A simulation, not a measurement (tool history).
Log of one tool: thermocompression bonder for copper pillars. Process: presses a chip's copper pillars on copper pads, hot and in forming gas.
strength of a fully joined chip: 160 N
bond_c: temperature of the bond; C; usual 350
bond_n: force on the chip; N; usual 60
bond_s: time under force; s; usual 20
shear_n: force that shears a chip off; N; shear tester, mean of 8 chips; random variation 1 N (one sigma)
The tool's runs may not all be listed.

{"run": 1, "hour": 0.0, "bond_c": 350, "bond_n": 60, "bond_s": 20, "shear_n": 89.4}
{"run": 2, "hour": 9.4, "bond_c": 350, "bond_n": 60, "bond_s": 20, "shear_n": 89.7}
{"run": 3, "hour": 16.4, "bond_c": 350, "bond_n": 60, "bond_s": 20, "shear_n": 89.4}
{"run": 4, "hour": 21.8, "bond_c": 350, "bond_n": 60, "bond_s": 20, "shear_n": 90.4}
{"run": 5, "hour": 31.9, "bond_c": 350, "bond_n": 60, "bond_s": 20, "shear_n": 89.8}
{"run": 6, "hour": 39.2, "bond_c": 350, "bond_n": 60, "bond_s": 20, "shear_n": 88}
{"run": 7, "hour": 47.0, "bond_c": 350, "bond_n": 60, "bond_s": 20, "shear_n": 89.7}
{"run": 8, "hour": 53.1, "bond_c": 350, "bond_n": 39, "bond_s": 20, "shear_n": 62.2}
{"run": 9, "hour": 62.8, "bond_c": 350, "bond_n": 60, "bond_s": 20, "shear_n": 91.9}
{"run": 10, "hour": 72.2, "bond_c": 350, "bond_n": 60, "bond_s": 20, "shear_n": 92.2}
{"run": 11, "hour": 79.0, "bond_c": 350, "bond_n": 60, "bond_s": 20, "shear_n": 89.5}
{"run": 12, "hour": 86.5, "bond_c": 350, "bond_n": 60, "bond_s": 20, "shear_n": 90.8}
{"run": 13, "hour": 94.6, "bond_c": 350, "bond_n": 60, "bond_s": 20, "shear_n": 88.5}
{"run": 14, "hour": 99.2, "bond_c": 350, "bond_n": 60, "bond_s": 20, "shear_n": 89.6}
{"run": 15, "hour": 105.1, "bond_c": 350, "bond_n": 60, "bond_s": 20, "shear_n": 90.5}
{"run": 16, "hour": 113.3, "bond_c": 350, "bond_n": 60, "bond_s": 20, "shear_n": 89.2}
{"run": 17, "hour": 119.1, "bond_c": 345, "bond_n": 48, "bond_s": 16, "shear_n": 66}
{"run": 18, "hour": 128.3, "bond_c": 345, "bond_n": 48, "bond_s": 16, "shear_n": 65.3}
{"run": 19, "hour": 133.2, "bond_c": 323, "bond_n": 44, "bond_s": 18, "shear_n": 46.1}
{"run": 20, "hour": 140.0, "bond_c": 342, "bond_n": 73, "bond_s": 13, "shear_n": 84.4}
{"run": 21, "hour": 149.7, "bond_c": 342, "bond_n": 49, "bond_s": 13, "shear_n": 59.5}
{"run": 22, "hour": 157.8, "bond_c": 332, "bond_n": 43, "bond_s": 27, "shear_n": 61.7}
{"run": 23, "hour": 168.0, "bond_c": 332, "bond_n": 43, "bond_s": 27, "shear_n": 61.1}
{"run": 24, "hour": 174.5, "bond_c": 379, "bond_n": 53, "bond_s": 11, "shear_n": 89}
{"run": 25, "hour": 185.1, "bond_c": 379, "bond_n": 53, "bond_s": 11, "shear_n": 89.6}
{"run": 26, "hour": 189.8, "bond_c": 377, "bond_n": 53, "bond_s": 12, "shear_n": 91.6}
{"run": 27, "hour": 200.3, "bond_c": 360, "bond_n": 53, "bond_s": 15, "shear_n": 82}
{"run": 28, "hour": 210.7, "bond_c": 361, "bond_n": 60, "bond_s": 54, "shear_n": 126.9}
{"run": 29, "hour": 215.4, "bond_c": 361, "bond_n": 62, "bond_s": 54, "shear_n": 129.7}
{"run": 30, "hour": 221.4, "bond_c": 361, "bond_n": 62, "bond_s": 54, "shear_n": 127.1}
{"run": 31, "hour": 226.6, "bond_c": 361, "bond_n": 65, "bond_s": 54, "shear_n": 130.9}

Taken out of this log: 2 entries between the listed runs. Where each belongs, and how the hidden state differs across it:
Between runs 12 and 13: force cell calibrated (hour 89)
  true temperature of the bond over the reading, C: 3.1 -> 3.2; force that reaches the chip, % of what is set: 99.7 -> 99.5; oxide that the forming gas leaves, % of the face: 4.66 -> 4.73
  measured less the result without the state, shear_n: -1.2 -> -1.3 N
Between runs 21 and 22: force cell calibrated, once more (hour 152.9)
  true temperature of the bond over the reading, C: 4 -> 4.1; force that reaches the chip, % of what is set: 99.5 -> 99.9; oxide that the forming gas leaves, % of the face: 5.29 -> 5.36
  measured less the result without the state, shear_n: -0.2 -> +0.2 N
